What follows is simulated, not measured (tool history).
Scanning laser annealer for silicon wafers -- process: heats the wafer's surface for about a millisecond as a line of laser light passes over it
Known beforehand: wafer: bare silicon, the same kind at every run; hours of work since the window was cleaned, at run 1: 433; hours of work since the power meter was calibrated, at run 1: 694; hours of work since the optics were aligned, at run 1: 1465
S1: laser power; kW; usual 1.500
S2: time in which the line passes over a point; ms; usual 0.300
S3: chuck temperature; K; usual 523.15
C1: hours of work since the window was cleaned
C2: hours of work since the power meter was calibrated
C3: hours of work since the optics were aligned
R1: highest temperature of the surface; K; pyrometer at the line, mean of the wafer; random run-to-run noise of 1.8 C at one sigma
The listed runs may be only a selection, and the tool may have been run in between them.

{"run": 1, "hour": 0.0, "S1": 1.5, "S2": 0.3, "S3": 523.15, "C1": 433, "C2": 694, "C3": 1465, "R1": 1237.15}
{"run": 2, "hour": 15.8, "S1": 1.5, "S2": 0.3, "S3": 523.15, "C1": 444, "C2": 705, "C3": 1476, "R1": 1236.15}
{"run": 3, "hour": 38.9, "S1": 1.5, "S2": 0.252, "S3": 523.15, "C1": 460, "C2": 721, "C3": 1492, "R1": 1182.15}
{"run": 4, "hour": 52.2, "S1": 1.5, "S2": 0.252, "S3": 523.15, "C1": 469, "C2": 730, "C3": 1501, "R1": 1180.15}
{"run": 5, "hour": 68.8, "S1": 1.5, "S2": 0.252, "S3": 523.15, "C1": 481, "C2": 742, "C3": 1513, "R1": 1179.15}
{"run": 6, "hour": 79.1, "S1": 1.5, "S2": 0.222, "S3": 523.15, "C1": 488, "C2": 749, "C3": 1520, "R1": 1141.15}
{"run": 7, "hour": 101.4, "S1": 1.5, "S2": 0.222, "S3": 523.15, "C1": 503, "C2": 765, "C3": 1536, "R1": 1140.15}
{"run": 8, "hour": 114.4, "S1": 1.5, "S2": 0.222, "S3": 523.15, "C1": 512, "C2": 774, "C3": 1545, "R1": 1139.15}
{"run": 9, "hour": 132.6, "S1": 1.5, "S2": 0.3, "S3": 523.15, "C1": 525, "C2": 786, "C3": 1558, "R1": 1233.15}
{"run": 10, "hour": 146.4, "S1": 1.5, "S2": 0.343, "S3": 523.15, "C1": 535, "C2": 796, "C3": 1567, "R1": 1279.15}
{"run": 11, "hour": 169.6, "S1": 1.5, "S2": 0.343, "S3": 523.15, "C1": 551, "C2": 812, "C3": 1583, "R1": 1277.15}
{"run": 12, "hour": 184.4, "S1": 1.5, "S2": 0.343, "S3": 523.15, "C1": 561, "C2": 823, "C3": 1594, "R1": 1276.15}
{"run": 13, "hour": 199.5, "S1": 1.5, "S2": 0.343, "S3": 523.15, "C1": 572, "C2": 833, "C3": 1604, "R1": 1275.15}
{"run": 14, "hour": 219.8, "S1": 1.5, "S2": 0.343, "S3": 523.15, "C1": 586, "C2": 847, "C3": 1618, "R1": 1273.15}
{"run": 15, "hour": 237.1, "S1": 1.5, "S2": 0.3, "S3": 523.15, "C1": 598, "C2": 859, "C3": 1630, "R1": 1229.15}
{"run": 16, "hour": 247.6, "S1": 1.5, "S2": 0.3, "S3": 523.15, "C1": 605, "C2": 867, "C3": 1638, "R1": 1231.15}
{"run": 17, "hour": 269.1, "S1": 1.5, "S2": 0.283, "S3": 523.15, "C1": 620, "C2": 882, "C3": 1653, "R1": 1212.15}
{"run": 18, "hour": 289.5, "S1": 1.5, "S2": 0.283, "S3": 523.15, "C1": 634, "C2": 896, "C3": 1667, "R1": 1212.15}
{"run": 19, "hour": 306.7, "S1": 1.5, "S2": 0.283, "S3": 523.15, "C1": 646, "C2": 908, "C3": 1679, "R1": 1213.15}
{"run": 20, "hour": 319.6, "S1": 1.5, "S2": 0.291, "S3": 523.15, "C1": 655, "C2": 917, "C3": 1688, "R1": 1222.15}
{"run": 21, "hour": 330.6, "S1": 1.548, "S2": 0.244, "S3": 523.15, "C1": 663, "C2": 925, "C3": 1696, "R1": 1182.15}
{"hour": 354.1, "done": "optics aligned, line set to its width"}
{"run": 22, "hour": 357.6, "S1": 1.493, "S2": 0.27, "S3": 547.15, "C1": 678, "C2": 940, "C3": 2, "R1": 1225.15}
{"run": 23, "hour": 376.2, "S1": 1.407, "S2": 0.266, "S3": 537.15, "C1": 691, "C2": 953, "C3": 15, "R1": 1169.15}
{"run": 24, "hour": 398.8, "S1": 1.407, "S2": 0.266, "S3": 537.15, "C1": 707, "C2": 969, "C3": 31, "R1": 1169.15}
{"run": 25, "hour": 413.1, "S1": 1.407, "S2": 0.266, "S3": 537.15, "C1": 717, "C2": 979, "C3": 41, "R1": 1169.15}
{"run": 26, "hour": 425.2, "S1": 1.5, "S2": 0.3, "S3": 496.15, "C1": 726, "C2": 987, "C3": 50, "R1": 1208.15}
{"run": 27, "hour": 445.0, "S1": 1.5, "S2": 0.3, "S3": 496.15, "C1": 739, "C2": 1001, "C3": 63, "R1": 1210.15}
{"run": 28, "hour": 463.9, "S1": 1.627, "S2": 0.314, "S3": 496.15, "C1": 753, "C2": 1014, "C3": 77, "R1": 1291.15}
{"run": 29, "hour": 474.4, "S1": 1.613, "S2": 0.232, "S3": 509.15, "C1": 760, "C2": 1021, "C3": 84, "R1": 1192.15}
{"run": 30, "hour": 497.2, "S1": 1.554, "S2": 0.3, "S3": 522.15, "C1": 776, "C2": 1037, "C3": 100, "R1": 1260.15}
{"run": 31, "hour": 512.0, "S1": 1.554, "S2": 0.296, "S3": 488.15, "C1": 786, "C2": 1048, "C3": 110, "R1": 1222.15}
{"run": 32, "hour": 522.8, "S1": 1.5, "S2": 0.226, "S3": 525.15, "C1": 794, "C2": 1055, "C3": 118, "R1": 1150.15}
{"run": 33, "hour": 536.4, "S1": 1.5, "S2": 0.226, "S3": 525.15, "C1": 803, "C2": 1065, "C3": 127, "R1": 1146.15}
{"run": 34, "hour": 551.3, "S1": 1.442, "S2": 0.268, "S3": 499.15, "C1": 814, "C2": 1075, "C3": 138, "R1": 1146.15}
{"run": 35, "hour": 572.3, "S1": 1.416, "S2": 0.248, "S3": 485.15, "C1": 828, "C2": 1090, "C3": 152, "R1": 1099.15}
{"run": 36, "hour": 587.4, "S1": 1.381, "S2": 0.248, "S3": 558.15, "C1": 839, "C2": 1100, "C3": 163, "R1": 1156.15}
{"run": 37, "hour": 604.9, "S1": 1.619, "S2": 0.248, "S3": 558.15, "C1": 851, "C2": 1112, "C3": 175, "R1": 1263.15}
{"run": 38, "hour": 619.0, "S1": 1.358, "S2": 0.3, "S3": 502.15, "C1": 861, "C2": 1122, "C3": 185, "R1": 1142.15}
{"hour": 644.5, "done": "window over the wafer cleaned"}
{"run": 39, "hour": 644.5, "S1": 1.358, "S2": 0.3, "S3": 502.15, "C1": 0, "C2": 1139, "C3": 201, "R1": 1156.15}
{"run": 40, "hour": 659.4, "S1": 1.358, "S2": 0.3, "S3": 502.15, "C1": 10, "C2": 1149, "C3": 212, "R1": 1152.15}

Here are 4 independent what-if runs from the current tool condition. What would each one return?
{"run": "A", "hour": 682.6, "S1": 1.358, "S2": 0.214, "S3": 502.15, "C1": 27, "C2": 1165, "C3": 228, "R1": "?"}
{"run": "B", "hour": 682.6, "S1": 1.358, "S2": 0.336, "S3": 516.15, "C1": 27, "C2": 1165, "C3": 228, "R1": "?"}
{"run": "C", "hour": 682.6, "S1": 1.286, "S2": 0.29, "S3": 544.15, "C1": 27, "C2": 1165, "C3": 228, "R1": "?"}
{"run": "D", "hour": 682.6, "S1": 1.367, "S2": 0.3, "S3": 502.15, "C1": 27, "C2": 1165, "C3": 228, "R1": "?"}

run=A R1=1061.15
run=B R1=1206.15
run=C R1=1152.15
run=D R1=1157.15
Had the tool no hidden state, the same runs would have come out as:
run=A R1=1068.15
run=B R1=1215.15
run=C R1=1160.15
run=D R1=1166.15
